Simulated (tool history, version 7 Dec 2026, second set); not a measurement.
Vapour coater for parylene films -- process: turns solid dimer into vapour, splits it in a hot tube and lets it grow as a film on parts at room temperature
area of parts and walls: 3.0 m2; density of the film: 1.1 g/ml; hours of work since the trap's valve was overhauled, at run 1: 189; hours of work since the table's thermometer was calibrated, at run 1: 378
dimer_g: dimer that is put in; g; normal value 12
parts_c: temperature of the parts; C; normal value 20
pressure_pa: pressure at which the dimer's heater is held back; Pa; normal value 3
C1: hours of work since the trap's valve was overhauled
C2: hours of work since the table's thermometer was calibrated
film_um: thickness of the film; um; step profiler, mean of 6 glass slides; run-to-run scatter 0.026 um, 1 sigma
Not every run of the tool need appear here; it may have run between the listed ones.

{"run": 1, "day": 0.0, "dimer_g": 12, "parts_c": 20, "pressure_pa": 3, "C1": 189, "C2": 378, "film_um": 1.96}
{"run": 2, "day": 0.479, "dimer_g": 18, "parts_c": 20, "pressure_pa": 3, "C1": 198, "C2": 388, "film_um": 2.96}
{"run": 3, "day": 0.808, "dimer_g": 12, "parts_c": 20, "pressure_pa": 3, "C1": 204, "C2": 394, "film_um": 1.96}
{"run": 4, "day": 1.496, "dimer_g": 12, "parts_c": 20, "pressure_pa": 3, "C1": 218, "C2": 407, "film_um": 1.99}
{"run": 5, "day": 2.162, "dimer_g": 12, "parts_c": 20, "pressure_pa": 3, "C1": 231, "C2": 420, "film_um": 1.97}
{"run": 6, "day": 2.729, "dimer_g": 12, "parts_c": 20, "pressure_pa": 3, "C1": 241, "C2": 431, "film_um": 1.95}
{"run": 7, "day": 3.367, "dimer_g": 12, "parts_c": 12, "pressure_pa": 3, "C1": 254, "C2": 443, "film_um": 2.45}
{"run": 8, "day": 4.133, "dimer_g": 12, "parts_c": 12, "pressure_pa": 3, "C1": 268, "C2": 458, "film_um": 2.41}
{"run": 9, "day": 4.808, "dimer_g": 12, "parts_c": 20, "pressure_pa": 3, "C1": 281, "C2": 471, "film_um": 1.95}
{"run": 10, "day": 5.279, "dimer_g": 12, "parts_c": 20, "pressure_pa": 3, "C1": 291, "C2": 480, "film_um": 1.89}
{"run": 11, "day": 5.804, "dimer_g": 12, "parts_c": 20, "pressure_pa": 3, "C1": 301, "C2": 490, "film_um": 1.95}
{"run": 12, "day": 6.312, "dimer_g": 12, "parts_c": 20, "pressure_pa": 3, "C1": 310, "C2": 500, "film_um": 1.91}
{"run": 13, "day": 6.733, "dimer_g": 12, "parts_c": 20, "pressure_pa": 3, "C1": 318, "C2": 508, "film_um": 1.91}
{"run": 14, "day": 7.371, "dimer_g": 12, "parts_c": 20, "pressure_pa": 3, "C1": 331, "C2": 520, "film_um": 1.9}
{"run": 15, "day": 7.788, "dimer_g": 12, "parts_c": 20, "pressure_pa": 3, "C1": 339, "C2": 528, "film_um": 1.87}
{"run": 16, "day": 8.388, "dimer_g": 12, "parts_c": 20, "pressure_pa": 3, "C1": 350, "C2": 540, "film_um": 1.91}
{"run": 17, "day": 8.846, "dimer_g": 12, "parts_c": 20, "pressure_pa": 10.94, "C1": 359, "C2": 549, "film_um": 1.68}
{"run": 18, "day": 9.425, "dimer_g": 12, "parts_c": 21, "pressure_pa": 3, "C1": 370, "C2": 560, "film_um": 1.85}
{"run": 19, "day": 10.058, "dimer_g": 12, "parts_c": 21, "pressure_pa": 3, "C1": 382, "C2": 572, "film_um": 1.83}
{"run": 20, "day": 10.679, "dimer_g": 12, "parts_c": 21, "pressure_pa": 3, "C1": 394, "C2": 584, "film_um": 1.86}
{"run": 21, "day": 11.208, "dimer_g": 12, "parts_c": 20, "pressure_pa": 3, "C1": 405, "C2": 594, "film_um": 1.88}
{"run": 22, "day": 11.554, "dimer_g": 12, "parts_c": 20, "pressure_pa": 3, "C1": 411, "C2": 601, "film_um": 1.92}
{"run": 23, "day": 12.029, "dimer_g": 8, "parts_c": 17, "pressure_pa": 7.43, "C1": 420, "C2": 610, "film_um": 1.27}
{"run": 24, "day": 12.388, "dimer_g": 12, "parts_c": 16, "pressure_pa": 4.17, "C1": 427, "C2": 617, "film_um": 2.03}
{"run": 25, "day": 13.062, "dimer_g": 12, "parts_c": 16, "pressure_pa": 4.17, "C1": 440, "C2": 630, "film_um": 2.09}
{"run": 26, "day": 13.688, "dimer_g": 18, "parts_c": 24, "pressure_pa": 3, "C1": 452, "C2": 642, "film_um": 2.5}
{"run": 27, "day": 14.267, "dimer_g": 13, "parts_c": 30, "pressure_pa": 3.87, "C1": 463, "C2": 653, "film_um": 1.45}
{"run": 28, "day": 14.954, "dimer_g": 13, "parts_c": 30, "pressure_pa": 3.87, "C1": 477, "C2": 666, "film_um": 1.43}
{"run": 29, "day": 15.562, "dimer_g": 13, "parts_c": 30, "pressure_pa": 3.87, "C1": 488, "C2": 678, "film_um": 1.46}
{"run": 30, "day": 15.954, "dimer_g": 11, "parts_c": 15, "pressure_pa": 5.93, "C1": 496, "C2": 685, "film_um": 1.88}
{"run": 31, "day": 16.529, "dimer_g": 7, "parts_c": 28, "pressure_pa": 5.67, "C1": 507, "C2": 696, "film_um": 0.81}
{"run": 32, "day": 16.983, "dimer_g": 7, "parts_c": 28, "pressure_pa": 5.67, "C1": 516, "C2": 705, "film_um": 0.84}
{"run": 33, "day": 17.542, "dimer_g": 16, "parts_c": 23, "pressure_pa": 2.26, "C1": 526, "C2": 716, "film_um": 2.25}
{"run": 34, "day": 17.988, "dimer_g": 7, "parts_c": 23, "pressure_pa": 6.14, "C1": 535, "C2": 724, "film_um": 0.93}
{"run": 35, "day": 18.479, "dimer_g": 7, "parts_c": 18, "pressure_pa": 2.08, "C1": 544, "C2": 734, "film_um": 1.21}
{"run": 36, "day": 18.954, "dimer_g": 12, "parts_c": 20, "pressure_pa": 2.38, "C1": 554, "C2": 743, "film_um": 1.91}
{"run": 37, "day": 19.658, "dimer_g": 12, "parts_c": 20, "pressure_pa": 2.38, "C1": 567, "C2": 757, "film_um": 1.91}
{"run": 38, "day": 20.033, "dimer_g": 14, "parts_c": 31, "pressure_pa": 3.65, "C1": 574, "C2": 764, "film_um": 1.49}
{"run": 39, "day": 20.542, "dimer_g": 10, "parts_c": 19, "pressure_pa": 3.96, "C1": 584, "C2": 774, "film_um": 1.53}
{"run": 40, "day": 21.042, "dimer_g": 10, "parts_c": 19, "pressure_pa": 2.74, "C1": 594, "C2": 783, "film_um": 1.55}
{"run": 41, "day": 21.529, "dimer_g": 12, "parts_c": 31, "pressure_pa": 10.23, "C1": 603, "C2": 793, "film_um": 1.18}
{"run": 42, "day": 22.254, "dimer_g": 12, "parts_c": 20, "pressure_pa": 3.69, "C1": 617, "C2": 807, "film_um": 1.78}

Alternative continuations, all from the tool just after run 42; predict every row:
{"run": "A", "day": 22.775, "dimer_g": 12, "parts_c": 30, "pressure_pa": 4.12, "C1": 627, "C2": 817, "film_um": "?"}
{"run": "B", "day": 22.775, "dimer_g": 9, "parts_c": 24, "pressure_pa": 3, "C1": 627, "C2": 817, "film_um": "?"}
{"run": "C", "day": 22.775, "dimer_g": 7, "parts_c": 20, "pressure_pa": 2.12, "C1": 627, "C2": 817, "film_um": "?"}

run=A film_um=1.3
run=B film_um=1.22
run=C film_um=1.06
Without the tool's unlogged condition, the same runs would have read:
run=A film_um=1.45
run=B film_um=1.36
run=C film_um=1.18

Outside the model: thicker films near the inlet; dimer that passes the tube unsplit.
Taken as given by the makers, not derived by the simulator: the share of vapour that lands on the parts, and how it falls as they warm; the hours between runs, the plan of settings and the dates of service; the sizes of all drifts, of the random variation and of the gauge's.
